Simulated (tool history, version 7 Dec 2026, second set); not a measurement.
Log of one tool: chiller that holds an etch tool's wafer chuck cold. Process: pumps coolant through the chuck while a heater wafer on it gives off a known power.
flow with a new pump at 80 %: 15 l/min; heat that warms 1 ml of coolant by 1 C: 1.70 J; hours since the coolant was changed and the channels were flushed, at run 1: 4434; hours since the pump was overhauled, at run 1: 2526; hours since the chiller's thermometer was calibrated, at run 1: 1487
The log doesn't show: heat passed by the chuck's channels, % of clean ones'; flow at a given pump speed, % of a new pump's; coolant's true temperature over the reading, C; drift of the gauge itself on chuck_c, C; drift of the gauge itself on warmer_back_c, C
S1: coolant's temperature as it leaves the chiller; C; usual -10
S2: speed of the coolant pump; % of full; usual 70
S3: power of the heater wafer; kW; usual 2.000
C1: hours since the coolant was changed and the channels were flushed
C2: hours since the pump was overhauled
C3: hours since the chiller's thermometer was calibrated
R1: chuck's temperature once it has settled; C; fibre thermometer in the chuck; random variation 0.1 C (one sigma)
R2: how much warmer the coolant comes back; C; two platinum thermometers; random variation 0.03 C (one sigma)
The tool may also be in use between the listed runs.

Run 1, hour 0.0: usual settings; C1 4434; C2 2526; C3 1487. Result: R1 4.8 C, R2 5.40 C.
Run 2, hour 95.4: usual settings; C1 4529; C2 2622; C3 1582. Result: R1 4.7 C, R2 5.48 C.
Run 3, hour 144.1: usual settings; C1 4578; C2 2670; C3 1631. Result: R1 4.7 C, R2 5.42 C.
Run 4, hour 202.1: usual settings; C1 4636; C2 2728; C3 1689. Result: R1 4.6 C, R2 5.47 C.
Run 5, hour 256.8: usual settings; C1 4691; C2 2783; C3 1743. Result: R1 4.7 C, R2 5.49 C.
Run 6, hour 325.7: usual settings; C1 4760; C2 2852; C3 1812. Result: R1 4.7 C, R2 5.54 C.
Run 7, hour 423.0: usual settings; C1 4857; C2 2949; C3 1910. Result: R1 4.4 C, R2 5.56 C.
Run 8, hour 526.6: usual settings; C1 4960; C2 3053; C3 2013. Result: R1 4.6 C, R2 5.50 C.
Run 9, hour 598.4: usual settings; C1 5032; C2 3125; C3 2085. Result: R1 4.5 C, R2 5.49 C.
Run 10, hour 691.1: usual settings but S1 -9 C; C1 5125; C2 3217; C3 2178. Result: R1 5.7 C, R2 5.51 C.
Run 11, hour 752.4: usual settings but S1 -9 C, S2 97 % of full, S3 2.891 kW; C1 5186; C2 3279; C3 2239. Result: R1 7.1 C, R2 5.71 C.
Run 12, hour 811.6: usual settings but S1 -3 C, S2 97 % of full, S3 1.941 kW; C1 5245; C2 3338; C3 2298. Result: R1 7.8 C, R2 3.85 C.
Run 13, hour 885.9: usual settings but S2 73 % of full, S3 2.793 kW; C1 5320; C2 3412; C3 2373. Result: R1 9.9 C, R2 7.38 C.
Run 14, hour 930.6: usual settings but S1 -2 C; C1 5364; C2 3457; C3 2417. Result: R1 12.6 C, R2 5.59 C.
Run 15, hour 985.6: usual settings but S1 -2 C; C1 5419; C2 3512; C3 2472. Result: R1 12.5 C, R2 5.60 C.
Run 16, hour 1067.4: usual settings but S1 -2 C; C1 5501; C2 3594; C3 2554. Result: R1 12.7 C, R2 5.60 C.
Run 17, hour 1160.9: usual settings but S1 -2 C; C1 5595; C2 3687; C3 2648. Result: R1 12.6 C, R2 5.65 C.

Forecast each of these 5 alternatives for the next run:
Run A, hour 1211.6: usual settings but S1 -4 C, S3 1.188 kW; C1 5645; C2 3738; C3 2698. Result: R1 ?, R2 ?.
Run B, hour 1211.6: usual settings but S1 -15 C; C1 5645; C2 3738; C3 2698. Result: R1 ?, R2 ?.
Run C, hour 1211.6: usual settings but S1 -13 C, S3 1.889 kW; C1 5645; C2 3738; C3 2698. Result: R1 ?, R2 ?.
Run D, hour 1211.6: usual settings but S1 -12 C, S2 93 % of full, S3 1.282 kW; C1 5645; C2 3738; C3 2698. Result: R1 ?, R2 ?.
Run E, hour 1211.6: usual settings but S1 -6 C, S2 81 % of full; C1 5645; C2 3738; C3 2698. Result: R1 ?, R2 ?.

run    R1    R2
  A   4.8  3.42
  B  -0.4  5.58
  C   0.9  5.35
  D  -4.8  2.78
  E   6.9  4.92
Without the tool's hidden state the same runs would have given:
run    R1    R2
  A   4.8  3.21
  B  -0.4  5.37
  C   0.8  5.14
  D  -4.8  2.57
  E   6.9  4.72
